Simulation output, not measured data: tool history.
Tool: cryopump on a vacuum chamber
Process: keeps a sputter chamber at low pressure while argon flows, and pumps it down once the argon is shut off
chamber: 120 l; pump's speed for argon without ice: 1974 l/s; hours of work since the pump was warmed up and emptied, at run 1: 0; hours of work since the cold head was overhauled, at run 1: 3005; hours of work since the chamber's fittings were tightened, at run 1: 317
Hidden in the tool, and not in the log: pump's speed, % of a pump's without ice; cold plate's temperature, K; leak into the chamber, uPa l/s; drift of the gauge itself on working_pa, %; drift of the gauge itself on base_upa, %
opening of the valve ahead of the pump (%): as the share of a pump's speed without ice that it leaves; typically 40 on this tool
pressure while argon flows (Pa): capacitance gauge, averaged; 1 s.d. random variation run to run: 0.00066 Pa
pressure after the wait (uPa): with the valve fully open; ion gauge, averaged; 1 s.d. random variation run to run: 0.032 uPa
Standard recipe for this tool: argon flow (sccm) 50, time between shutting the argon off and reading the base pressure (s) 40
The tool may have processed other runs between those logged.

run    hour  argon flow (sccm)  time between shutting the argon off and reading the base pressure (s)  opening of the valve ahead of the pump (%)  hours of work since the pump was warmed up and emptied  hours of work since the cold head was overhauled  hours of work since the chamber's fittings were tightened  pressure while argon flows (Pa)  pressure after the wait (uPa)
  1       0                 50                                                                     40                                          40                                                       0                                              3005                                                        317                            0.109                           1.74
  2    85.5                 50                                                                     40                                          31                                                      62                                              3068                                                        379                           0.1415                           1.75
  3   193.6                 50                                                                     40                                          40                                                     141                                              3147                                                        458                           0.1151                            1.8
  4   260.5                 50                                                                     40                                          40                                                     190                                              3195                                                        507                           0.1173                           1.79
  5   347.1                 50                                                                     40                                          40                                                     254                                              3259                                                        570                           0.1196                           1.86
  6   425.7                 50                                                                     40                                          40                                                     311                                              3316                                                        627                           0.1254                            1.9
  7     484                 50                                                                     40                                          40                                                     354                                              3359                                                        670                           0.1282                           1.95
      531.6  -- pump warmed up, emptied and cooled again
  8   541.9                 50                                                                     40                                          20                                                       8                                              3397                                                        709                           0.2148                           1.86
  9   646.8                 50                                                                     40                                          22                                                      84                                              3474                                                        785                           0.2001                            1.9
 10   723.8                 50                                                                     40                                          40                                                     140                                              3530                                                        841                           0.1152                            1.9
 11   806.5                 50                                                                     40                                          40                                                     201                                              3591                                                        902                           0.1176                           1.94
 12   879.4                 50                                                                     40                                          40                                                     254                                              3644                                                        955                           0.1211                           1.89
 13   957.3                 26                                                                     40                                          40                                                     311                                              3701                                                       1012                           0.0657                           2.06
 14  1032.7                 26                                                                     46                                          20                                                     366                                              3756                                                       1067                           0.1227                           1.85
     1059.4  -- pump warmed up, emptied and cooled again
 15  1141.1                 50                                                                     40                                          58                                                      60                                              3831                                                       1143                           0.0768                              2
 16    1239                 50                                                                     47                                          15                                                     131                                              3903                                                       1214                           0.2918                           1.76
 17  1340.2                 50                                                                    178                                          40                                                     205                                              3977                                                       1288                           0.1169                           0.88
 18    1391                 46                                                                     21                                          30                                                     242                                              4014                                                       1325                           0.1425                           3.44
 19    1492                 46                                                                     21                                          30                                                     316                                              4088                                                       1399                           0.1469                            3.5
       1588  -- pump warmed up, emptied and cooled again
 20  1593.2                 21                                                                     32                                          25                                                       4                                              4158                                                       1469                           0.0718                           2.43
 21    1672                 48                                                                     32                                          25                                                      61                                              4215                                                       1527                           0.1687                           2.42
 22    1775                 48                                                                     32                                          25                                                     137                                              4291                                                       1602                           0.1714                           2.46
 23  1880.2                 86                                                                     40                                          25                                                     213                                              4368                                                       1679                           0.3132                           2.06
 24  1978.1                 86                                                                     40                                          25                                                     285                                              4439                                                       1750                           0.3221                            2.2
 25  2053.4                 86                                                                    184                                          28                                                     340                                              4494                                                       1805                           0.2974                           1.06
     2114.3  -- pump warmed up, emptied and cooled again
     2129.9  -- leaking fittings of the chamber tightened, without venting
 26  2170.6                 86                                                                    184                                          28                                                      40                                              4575                                                         30                           0.2705                            0.5

Alternative continuations, all from the tool just after run 26; predict every row:
  A  2278                 68                                                                    239                                          53                                                     118                                              4653                                                        108                                ?                              ?
  B  2278                 55                                                                     98                                          40                                                     118                                              4653                                                        108                                ?                              ?
  C  2278                 86                                                                    184                                          50                                                     118                                              4653                                                        108                                ?                              ?

run  pressure while argon flows (Pa)  pressure after the wait (uPa)
  A                             0.12                           0.45
  B                            0.126                           0.82
  C                           0.1586                            0.6
With the hidden condition removed and each run's random variation left untouched, the same runs would have given:
run  pressure while argon flows (Pa)  pressure after the wait (uPa)
  A                           0.1108                           0.39
  B                           0.1186                           0.75
  C                           0.1471                           0.54

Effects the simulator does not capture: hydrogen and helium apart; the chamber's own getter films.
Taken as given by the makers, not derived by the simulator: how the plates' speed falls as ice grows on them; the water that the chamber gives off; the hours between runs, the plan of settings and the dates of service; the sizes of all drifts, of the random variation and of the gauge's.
